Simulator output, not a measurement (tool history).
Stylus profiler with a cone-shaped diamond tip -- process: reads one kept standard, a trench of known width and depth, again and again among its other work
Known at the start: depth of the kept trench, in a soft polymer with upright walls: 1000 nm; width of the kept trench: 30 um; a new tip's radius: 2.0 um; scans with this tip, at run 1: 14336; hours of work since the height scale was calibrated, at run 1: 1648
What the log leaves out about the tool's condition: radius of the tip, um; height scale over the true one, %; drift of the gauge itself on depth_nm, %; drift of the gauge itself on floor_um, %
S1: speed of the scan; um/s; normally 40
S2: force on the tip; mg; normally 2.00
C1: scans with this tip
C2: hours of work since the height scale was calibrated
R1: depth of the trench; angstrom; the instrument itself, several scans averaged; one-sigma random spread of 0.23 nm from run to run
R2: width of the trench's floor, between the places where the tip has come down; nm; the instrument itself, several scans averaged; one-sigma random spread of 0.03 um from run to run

run,day,S1,S2,C1,C2,R1,R2
1,0.000,40,2.00,14336,1648,10151.0,24020
2,3.217,40,2.00,14699,1690,10152.3,23930
3,6.996,40,2.00,15127,1739,10152.0,23880
4,11.321,40,2.00,15616,1795,10158.8,23890
5,16.442,40,2.00,16195,1862,10162.1,23810
6,20.038,40,2.00,16602,1908,10163.5,23780
7,22.204,40,2.09,16846,1937,10163.5,23760
8,25.688,11,2.10,17240,1982,10165.0,23800
9,30.788,35,5.37,17817,2048,10261.3,23700
# day 33.104: height scale calibrated on a step standard
10,33.392,50,5.84,18109,4,10220.9,23600
11,36.417,11,4.25,18451,43,10176.4,23670
12,38.592,11,4.25,18697,71,10175.2,23580
13,40.958,11,4.25,18965,102,10183.2,23570
14,44.679,71,4.72,19385,150,10193.2,23360

Consider 4 possible next runs. They are alternatives, not a sequence: every one starts from the tool as it was left by run 14. What does each give?
A,48.562,11,2.61,19824,201,?,?
B,48.562,22,5.41,19824,201,?,?
C,48.562,16,1.55,19824,201,?,?
D,48.562,37,0.99,19824,201,?,?

run,R1,R2
A,10132.5,23500
B,10211.5,23460
C,10099.0,23470
D,10069.7,23350
With the hidden condition removed and each run's random variation left untouched, the same runs would have given:
run,R1,R2
A,10127.1,26540
B,10206.1,26500
C,10093.6,26510
D,10064.4,26390

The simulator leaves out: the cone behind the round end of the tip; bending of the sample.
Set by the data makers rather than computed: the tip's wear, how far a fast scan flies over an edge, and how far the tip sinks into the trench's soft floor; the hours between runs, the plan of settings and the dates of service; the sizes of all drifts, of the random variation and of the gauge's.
